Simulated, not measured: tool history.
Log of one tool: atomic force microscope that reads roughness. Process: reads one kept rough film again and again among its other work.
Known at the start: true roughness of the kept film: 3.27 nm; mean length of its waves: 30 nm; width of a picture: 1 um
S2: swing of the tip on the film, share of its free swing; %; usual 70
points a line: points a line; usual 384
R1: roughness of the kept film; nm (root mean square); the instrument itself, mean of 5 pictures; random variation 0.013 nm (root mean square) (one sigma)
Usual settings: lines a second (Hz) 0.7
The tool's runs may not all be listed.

{"run": 1, "hour": 0.0, "lines a second (Hz)": 0.7, "S2": 70, "points a line": 384, "R1": 2.393}
{"hour": 3.8, "done": "new tip fitted"}
{"run": 2, "hour": 23.6, "lines a second (Hz)": 0.7, "S2": 70, "points a line": 384, "R1": 2.842}
{"run": 3, "hour": 50.0, "lines a second (Hz)": 0.7, "S2": 70, "points a line": 384, "R1": 2.674}
{"run": 4, "hour": 85.9, "lines a second (Hz)": 0.7, "S2": 70, "points a line": 384, "R1": 2.487}
{"hour": 109.4, "done": "new tip fitted"}
{"run": 5, "hour": 112.7, "lines a second (Hz)": 0.7, "S2": 70, "points a line": 384, "R1": 2.93}
{"run": 6, "hour": 138.3, "lines a second (Hz)": 2.147, "S2": 70, "points a line": 384, "R1": 2.719}
{"run": 7, "hour": 175.6, "lines a second (Hz)": 2.147, "S2": 70, "points a line": 384, "R1": 2.519}
{"run": 8, "hour": 198.3, "lines a second (Hz)": 2.147, "S2": 70, "points a line": 384, "R1": 2.401}
{"hour": 215.9, "done": "new tip fitted"}
{"run": 9, "hour": 217.1, "lines a second (Hz)": 2.147, "S2": 70, "points a line": 384, "R1": 2.921}
{"run": 10, "hour": 244.9, "lines a second (Hz)": 2.147, "S2": 70, "points a line": 384, "R1": 2.728}
{"run": 11, "hour": 283.7, "lines a second (Hz)": 3.625, "S2": 70, "points a line": 384, "R1": 2.474}
{"run": 12, "hour": 301.5, "lines a second (Hz)": 3.625, "S2": 70, "points a line": 384, "R1": 2.365}
{"hour": 321.3, "done": "new tip fitted"}
{"run": 13, "hour": 331.5, "lines a second (Hz)": 3.625, "S2": 70, "points a line": 384, "R1": 2.755}
{"run": 14, "hour": 348.8, "lines a second (Hz)": 3.625, "S2": 70, "points a line": 384, "R1": 2.678}
{"run": 15, "hour": 376.2, "lines a second (Hz)": 0.7, "S2": 70, "points a line": 384, "R1": 2.635}
{"run": 16, "hour": 411.1, "lines a second (Hz)": 0.7, "S2": 65, "points a line": 384, "R1": 2.481}
{"hour": 427.1, "done": "new tip fitted"}
{"run": 17, "hour": 442.6, "lines a second (Hz)": 0.7, "S2": 70, "points a line": 384, "R1": 2.878}
{"run": 18, "hour": 480.8, "lines a second (Hz)": 0.7, "S2": 70, "points a line": 384, "R1": 2.648}
{"run": 19, "hour": 502.3, "lines a second (Hz)": 0.7, "S2": 70, "points a line": 384, "R1": 2.526}
{"hour": 532.5, "done": "new tip fitted"}
{"run": 20, "hour": 532.5, "lines a second (Hz)": 0.7, "S2": 70, "points a line": 384, "R1": 2.983}
{"run": 21, "hour": 566.1, "lines a second (Hz)": 0.7, "S2": 70, "points a line": 384, "R1": 2.737}
{"run": 22, "hour": 605.6, "lines a second (Hz)": 0.7, "S2": 70, "points a line": 384, "R1": 2.523}
{"run": 23, "hour": 624.1, "lines a second (Hz)": 0.7, "S2": 70, "points a line": 722, "R1": 2.457}
{"hour": 639.2, "done": "new tip fitted"}
{"run": 24, "hour": 650.4, "lines a second (Hz)": 0.7, "S2": 70, "points a line": 722, "R1": 2.9}
{"run": 25, "hour": 680.6, "lines a second (Hz)": 0.565, "S2": 70, "points a line": 722, "R1": 2.714}
{"run": 26, "hour": 717.7, "lines a second (Hz)": 0.565, "S2": 70, "points a line": 722, "R1": 2.548}
{"hour": 745.7, "done": "new tip fitted"}
{"run": 27, "hour": 748.8, "lines a second (Hz)": 0.7, "S2": 70, "points a line": 384, "R1": 2.95}
{"run": 28, "hour": 778.7, "lines a second (Hz)": 0.7, "S2": 70, "points a line": 305, "R1": 2.744}
{"run": 29, "hour": 802.0, "lines a second (Hz)": 0.7, "S2": 70, "points a line": 305, "R1": 2.594}
{"run": 30, "hour": 819.1, "lines a second (Hz)": 2.446, "S2": 56, "points a line": 895, "R1": 2.511}
{"run": 31, "hour": 846.4, "lines a second (Hz)": 3.565, "S2": 66, "points a line": 785, "R1": 2.316}
{"hour": 852.9, "done": "new tip fitted"}
{"run": 32, "hour": 865.4, "lines a second (Hz)": 3.565, "S2": 66, "points a line": 785, "R1": 2.798}
{"run": 33, "hour": 886.2, "lines a second (Hz)": 1.111, "S2": 58, "points a line": 593, "R1": 2.807}
{"run": 34, "hour": 915.5, "lines a second (Hz)": 0.603, "S2": 70, "points a line": 773, "R1": 2.641}
{"run": 35, "hour": 947.2, "lines a second (Hz)": 0.603, "S2": 70, "points a line": 773, "R1": 2.454}
{"hour": 960.4, "done": "new tip fitted"}
{"run": 36, "hour": 978.8, "lines a second (Hz)": 0.603, "S2": 70, "points a line": 773, "R1": 2.851}
{"run": 37, "hour": 1003.7, "lines a second (Hz)": 1.438, "S2": 70, "points a line": 773, "R1": 2.653}
{"run": 38, "hour": 1037.0, "lines a second (Hz)": 0.7, "S2": 70, "points a line": 548, "R1": 2.503}
{"run": 39, "hour": 1054.5, "lines a second (Hz)": 0.83, "S2": 86, "points a line": 384, "R1": 2.362}
{"hour": 1066.8, "done": "new tip fitted"}
{"run": 40, "hour": 1081.8, "lines a second (Hz)": 3.112, "S2": 57, "points a line": 575, "R1": 2.829}
{"run": 41, "hour": 1112.1, "lines a second (Hz)": 3.112, "S2": 57, "points a line": 575, "R1": 2.671}
{"run": 42, "hour": 1141.9, "lines a second (Hz)": 2.573, "S2": 69, "points a line": 906, "R1": 2.466}
{"hour": 1172.7, "done": "new tip fitted"}
{"run": 43, "hour": 1180.7, "lines a second (Hz)": 1.277, "S2": 70, "points a line": 358, "R1": 2.873}
{"run": 44, "hour": 1207.8, "lines a second (Hz)": 3.642, "S2": 70, "points a line": 384, "R1": 2.566}
{"run": 45, "hour": 1246.8, "lines a second (Hz)": 3.52, "S2": 70, "points a line": 404, "R1": 2.38}
{"hour": 1279.2, "done": "new tip fitted"}
{"run": 46, "hour": 1286.1, "lines a second (Hz)": 3.52, "S2": 60, "points a line": 496, "R1": 2.877}
{"run": 47, "hour": 1319.0, "lines a second (Hz)": 3.21, "S2": 57, "points a line": 384, "R1": 2.684}
{"run": 48, "hour": 1356.7, "lines a second (Hz)": 1.331, "S2": 70, "points a line": 423, "R1": 2.516}
{"run": 49, "hour": 1376.3, "lines a second (Hz)": 1.331, "S2": 70, "points a line": 423, "R1": 2.398}
{"hour": 1385.8, "done": "new tip fitted"}
{"run": 50, "hour": 1406.1, "lines a second (Hz)": 2.364, "S2": 70, "points a line": 595, "R1": 2.752}
{"run": 51, "hour": 1443.6, "lines a second (Hz)": 3.642, "S2": 90, "points a line": 522, "R1": 2.237}
{"run": 52, "hour": 1463.4, "lines a second (Hz)": 3.642, "S2": 90, "points a line": 522, "R1": 2.159}
{"run": 53, "hour": 1480.8, "lines a second (Hz)": 0.941, "S2": 70, "points a line": 384, "R1": 2.435}

The same runs without the tool's hidden state, with the same run-to-run variation:
The hidden state here: radius of the tip, nm; height scale over the true one, %; drift of the gauge itself on roughness_nm, %.
run=1 R1=2.978
run=2 R1=2.99
run=3 R1=2.984
run=4 R1=2.992
run=5 R1=2.951
run=6 R1=2.898
run=7 R1=2.904
run=8 R1=2.899
run=9 R1=2.936
run=10 R1=2.902
run=11 R1=2.864
run=12 R1=2.842
run=13 R1=2.824
run=14 R1=2.847
run=15 R1=2.98
run=16 R1=3.007
run=17 R1=2.988
run=18 R1=3.003
run=19 R1=2.986
run=20 R1=3.004
run=21 R1=2.983
run=22 R1=2.985
run=23 R1=3.018
run=24 R1=2.994
run=25 R1=2.995
run=26 R1=3.023
run=27 R1=2.98
run=28 R1=2.98
run=29 R1=2.959
run=30 R1=2.978
run=31 R1=2.895
run=32 R1=2.893
run=33 R1=3.027
run=34 R1=3.02
run=35 R1=3.001
run=36 R1=3.012
run=37 R1=2.956
run=38 R1=2.973
run=39 R1=2.901
run=40 R1=2.942
run=41 R1=2.966
run=42 R1=2.92
run=43 R1=2.966
run=44 R1=2.824
run=45 R1=2.85
run=46 R1=2.943
run=47 R1=2.944
run=48 R1=2.972
run=49 R1=2.944
run=50 R1=2.908
run=51 R1=2.55
run=52 R1=2.558
run=53 R1=2.978
